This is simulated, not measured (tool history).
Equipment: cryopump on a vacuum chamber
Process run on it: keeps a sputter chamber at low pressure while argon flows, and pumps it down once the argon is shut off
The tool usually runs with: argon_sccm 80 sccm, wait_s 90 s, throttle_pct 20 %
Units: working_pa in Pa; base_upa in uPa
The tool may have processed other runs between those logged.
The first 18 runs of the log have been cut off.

| run | hour | argon_sccm | wait_s | throttle_pct | working_pa | base_upa |
|---|---|---|---|---|---|---|
| 19 | 676.2 | 80 | 32 | 21 | 0.3894 | 2.30 |
| 20 | 723.6 | 80 | 32 | 21 | 0.3924 | 2.49 |
| 21 | 765.8 | 78 | 125 | 60 | 0.1428 | 1.00 |
| 22 | 810.5 | 78 | 125 | 55 | 0.1571 | 1.09 |
| 23 | 839.5 | 78 | 125 | 55 | 0.1595 | 1.10 |
| 24 | 884.8 | 78 | 125 | 55 | 0.1589 | 1.13 |
| 25 | 912.4 | 80 | 73 | 34 | 0.2509 | 1.51 |
|  | 957.8 | pump warmed up, emptied and cooled again |
| 26 | 962.2 | 59 | 27 | 52 | 0.1122 | 2.67 |
| 27 | 1010.7 | 80 | 59 | 27 | 0.2901 | 1.54 |
| 28 | 1050.3 | 81 | 206 | 20 | 0.4010 | 0.89 |
| 29 | 1104.2 | 81 | 206 | 20 | 0.4003 | 0.89 |
| 30 | 1144.4 | 81 | 206 | 20 | 0.4002 | 0.99 |
| 31 | 1193.7 | 81 | 206 | 20 | 0.4047 | 0.90 |
| 32 | 1233.6 | 50 | 77 | 48 | 0.1048 | 1.44 |
| 33 | 1270.6 | 67 | 90 | 36 | 0.1868 | 1.40 |

Consider 3 possible next runs. They are alternatives, not a sequence: every one starts from the tool as it was left by run 33. What does each give?
| A | 1298.0 | 46 | 50 | 24 | ? | ? |
| B | 1298.0 | 69 | 192 | 23 | ? | ? |
| C | 1298.0 | 111 | 156 | 36 | ? | ? |

| run | working_pa | base_upa |
|---|---|---|
| A | 0.1923 | 1.91 |
| B | 0.3016 | 1.04 |
| C | 0.3107 | 1.11 |
With no hidden state in the tool, these same runs would have given:
| run | working_pa | base_upa |
|---|---|---|
| A | 0.1886 | 1.36 |
| B | 0.2959 | 0.49 |
| C | 0.3017 | 0.56 |

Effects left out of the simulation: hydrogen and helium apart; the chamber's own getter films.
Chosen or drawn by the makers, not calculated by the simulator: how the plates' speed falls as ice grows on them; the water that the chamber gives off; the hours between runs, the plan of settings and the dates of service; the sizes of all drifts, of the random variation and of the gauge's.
